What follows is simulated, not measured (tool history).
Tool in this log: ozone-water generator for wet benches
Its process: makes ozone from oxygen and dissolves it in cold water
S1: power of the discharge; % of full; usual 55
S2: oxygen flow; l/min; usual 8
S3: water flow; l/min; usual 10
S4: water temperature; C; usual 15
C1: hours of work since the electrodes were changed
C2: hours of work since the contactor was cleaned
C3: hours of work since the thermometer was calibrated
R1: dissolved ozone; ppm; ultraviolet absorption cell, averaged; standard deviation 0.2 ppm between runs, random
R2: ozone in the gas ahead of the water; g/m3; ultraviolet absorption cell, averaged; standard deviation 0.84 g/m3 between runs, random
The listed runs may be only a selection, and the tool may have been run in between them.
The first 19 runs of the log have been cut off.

run	day	S1	S2	S3	S4	C1	C2	C3	R1	R2
20	15.604	65	13.84	10	8	401	2266	2161	34.2	119.6
21	16.467	75	8	10	11	414	2279	2174	39	174.4
# day 16.717: contactor cleaned
22	17.775	91	4.2	11	16	431	16	2191	40.4	277.1
23	18.517	55	4.95	11	15	442	27	2203	26.8	168.2
24	19.05	71	9.22	8	18	450	35	2211	34.6	158.5
25	19.704	55	8	7	8	460	45	2221	38.5	134.8
26	20.838	55	8	7	8	478	63	2238	38.8	135.2
27	21.717	53	11.31	9	17	491	76	2251	24.9	112.5
# day 22.988: contactor cleaned, once more
28	22.988	53	11.31	9	17	508	0	2268	25.3	112.5
29	23.962	53	6.05	7	7	522	15	2283	41.1	147.9
30	24.771	63	8	8	10	535	27	2295	39.1	151.5
31	25.954	82	8	7	15	553	45	2313	46.5	188.7
32	27.1	43	13.14	8	14	570	62	2330	23.5	88

Consider 3 possible next runs. They are alternatives, not a sequence: every one starts from the tool as it was left by run 32. What does each give?
A	27.879	58	8	10	15	582	74	2342	?	?
B	27.879	55	5.2	10	20	582	74	2342	?	?
C	27.879	63	8	12	10	582	74	2342	?	?

run	R1	R2
A	29.2	140.8
B	26.6	162.6
C	31.1	151.7
With no hidden state in the tool, these same runs would have given:
run	R1	R2
A	29.7	141.9
B	27	163.8
C	31.6	153
